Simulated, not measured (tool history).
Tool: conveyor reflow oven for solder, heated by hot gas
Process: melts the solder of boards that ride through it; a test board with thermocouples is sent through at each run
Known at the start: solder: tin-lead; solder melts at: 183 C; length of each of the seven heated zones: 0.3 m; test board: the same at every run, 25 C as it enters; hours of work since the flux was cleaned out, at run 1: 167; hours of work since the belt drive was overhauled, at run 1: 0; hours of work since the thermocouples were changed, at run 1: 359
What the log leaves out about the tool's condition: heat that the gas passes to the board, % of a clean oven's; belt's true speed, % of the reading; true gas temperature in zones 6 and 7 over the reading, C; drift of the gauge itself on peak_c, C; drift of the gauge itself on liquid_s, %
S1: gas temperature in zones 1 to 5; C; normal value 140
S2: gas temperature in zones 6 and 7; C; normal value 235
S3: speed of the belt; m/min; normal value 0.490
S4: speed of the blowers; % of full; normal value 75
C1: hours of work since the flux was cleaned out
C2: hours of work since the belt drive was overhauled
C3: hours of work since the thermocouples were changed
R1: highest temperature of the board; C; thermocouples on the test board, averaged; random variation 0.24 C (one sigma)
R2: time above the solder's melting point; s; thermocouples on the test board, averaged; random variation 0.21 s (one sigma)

| run | hour | S1 | S2 | S3 | S4 | C1 | C2 | C3 | R1 | R2 |
|---|---|---|---|---|---|---|---|---|---|---|
| 1 | 0.0 | 140 | 235 | 0.490 | 75 | 167 | 0 | 359 | 213.0 | 51.2 |
| 2 | 62.2 | 140 | 235 | 0.490 | 75 | 203 | 36 | 394 | 213.2 | 51.0 |
|  | 109.7 | flux residue cleaned out of gas plates and filters |
| 3 | 138.5 | 140 | 235 | 0.490 | 75 | 17 | 77 | 436 | 214.1 | 53.0 |
| 4 | 196.0 | 140 | 235 | 0.490 | 75 | 50 | 110 | 469 | 214.8 | 53.0 |
| 5 | 271.8 | 140 | 235 | 0.490 | 75 | 94 | 154 | 513 | 214.1 | 52.3 |
| 6 | 327.3 | 140 | 235 | 0.490 | 75 | 126 | 186 | 545 | 214.1 | 52.2 |
| 7 | 413.1 | 140 | 245 | 0.490 | 75 | 175 | 236 | 594 | 221.6 | 58.2 |
| 8 | 457.9 | 140 | 235 | 0.394 | 75 | 201 | 262 | 620 | 220.5 | 72.8 |
|  | 502.6 | flux residue cleaned out of gas plates and filters |
| 9 | 508.1 | 140 | 235 | 0.394 | 75 | 3 | 288 | 646 | 221.2 | 73.8 |
| 10 | 567.7 | 126 | 235 | 0.490 | 75 | 38 | 322 | 681 | 211.5 | 46.2 |
| 11 | 631.1 | 126 | 235 | 0.490 | 75 | 74 | 359 | 717 | 211.6 | 45.5 |
| 12 | 718.5 | 140 | 247 | 0.490 | 75 | 125 | 409 | 768 | 222.9 | 59.7 |
| 13 | 781.5 | 140 | 245 | 0.490 | 75 | 161 | 446 | 804 | 221.7 | 58.5 |
| 14 | 880.7 | 140 | 245 | 0.538 | 75 | 218 | 503 | 862 | 217.5 | 50.1 |
|  | 895.3 | flux residue cleaned out of gas plates and filters |
| 15 | 943.0 | 140 | 245 | 0.538 | 75 | 28 | 536 | 895 | 218.8 | 51.2 |
| 16 | 1019.3 | 133 | 235 | 0.441 | 63 | 72 | 580 | 939 | 213.6 | 56.4 |
| 17 | 1075.6 | 140 | 235 | 0.401 | 52 | 104 | 613 | 971 | 215.1 | 66.5 |
| 18 | 1170.6 | 140 | 235 | 0.401 | 52 | 159 | 668 | 1026 | 215.1 | 65.7 |
| 19 | 1250.3 | 140 | 242 | 0.434 | 52 | 205 | 714 | 1072 | 217.4 | 62.8 |
|  | 1287.6 | flux residue cleaned out of gas plates and filters |
| 20 | 1340.0 | 140 | 242 | 0.434 | 52 | 30 | 763 | 1121 | 218.6 | 64.5 |
|  | 1378.0 | belt drive overhauled, speed set with a stopwatch |
| 21 | 1408.0 | 140 | 235 | 0.450 | 75 | 67 | 17 | 1158 | 216.3 | 59.5 |
| 22 | 1510.9 | 140 | 235 | 0.450 | 75 | 127 | 77 | 1218 | 215.3 | 59.1 |
|  | 1526.0 | thermocouples of zones 6 and 7 changed |
| 23 | 1602.8 | 140 | 235 | 0.450 | 88 | 179 | 129 | 44 | 219.2 | 62.1 |
| 24 | 1665.7 | 131 | 235 | 0.443 | 88 | 215 | 165 | 81 | 217.9 | 59.0 |
|  | 1687.4 | flux residue cleaned out of gas plates and filters |
| 25 | 1770.5 | 130 | 247 | 0.479 | 88 | 48 | 223 | 138 | 226.1 | 60.0 |
| 26 | 1860.5 | 150 | 239 | 0.490 | 59 | 100 | 275 | 190 | 215.8 | 57.4 |
| 27 | 1903.8 | 150 | 239 | 0.490 | 59 | 125 | 300 | 215 | 216.1 | 57.6 |
| 28 | 1995.0 | 150 | 239 | 0.490 | 59 | 178 | 352 | 268 | 215.4 | 57.1 |
| 29 | 2061.4 | 150 | 239 | 0.490 | 59 | 216 | 391 | 306 | 215.1 | 56.5 |

What if the next run were any one of these 5? Each begins from the tool's condition after run 29:
|  | 2079.4 | flux residue cleaned out of gas plates and filters |
| A | 2162.6 | 140 | 233 | 0.490 | 75 | 48 | 446 | 362 | ? | ? |
|  | 2079.4 | flux residue cleaned out of gas plates and filters |
| B | 2162.6 | 150 | 239 | 0.490 | 61 | 48 | 446 | 362 | ? | ? |
|  | 2079.4 | flux residue cleaned out of gas plates and filters |
| C | 2162.6 | 150 | 239 | 0.422 | 83 | 48 | 446 | 362 | ? | ? |
|  | 2079.4 | flux residue cleaned out of gas plates and filters |
| D | 2162.6 | 150 | 239 | 0.428 | 51 | 48 | 446 | 362 | ? | ? |
|  | 2079.4 | flux residue cleaned out of gas plates and filters |
| E | 2162.6 | 140 | 236 | 0.490 | 75 | 48 | 446 | 362 | ? | ? |

| run | R1 | R2 |
|---|---|---|
| A | 213.5 | 52.4 |
| B | 217.0 | 58.8 |
| C | 226.5 | 76.6 |
| D | 219.0 | 69.5 |
| E | 215.3 | 54.3 |
With the hidden condition removed and each run's random variation left untouched, the same runs would have given:
| run | R1 | R2 |
|---|---|---|
| A | 213.6 | 51.9 |
| B | 217.1 | 58.2 |
| C | 226.6 | 75.8 |
| D | 219.0 | 68.6 |
| E | 215.4 | 53.8 |

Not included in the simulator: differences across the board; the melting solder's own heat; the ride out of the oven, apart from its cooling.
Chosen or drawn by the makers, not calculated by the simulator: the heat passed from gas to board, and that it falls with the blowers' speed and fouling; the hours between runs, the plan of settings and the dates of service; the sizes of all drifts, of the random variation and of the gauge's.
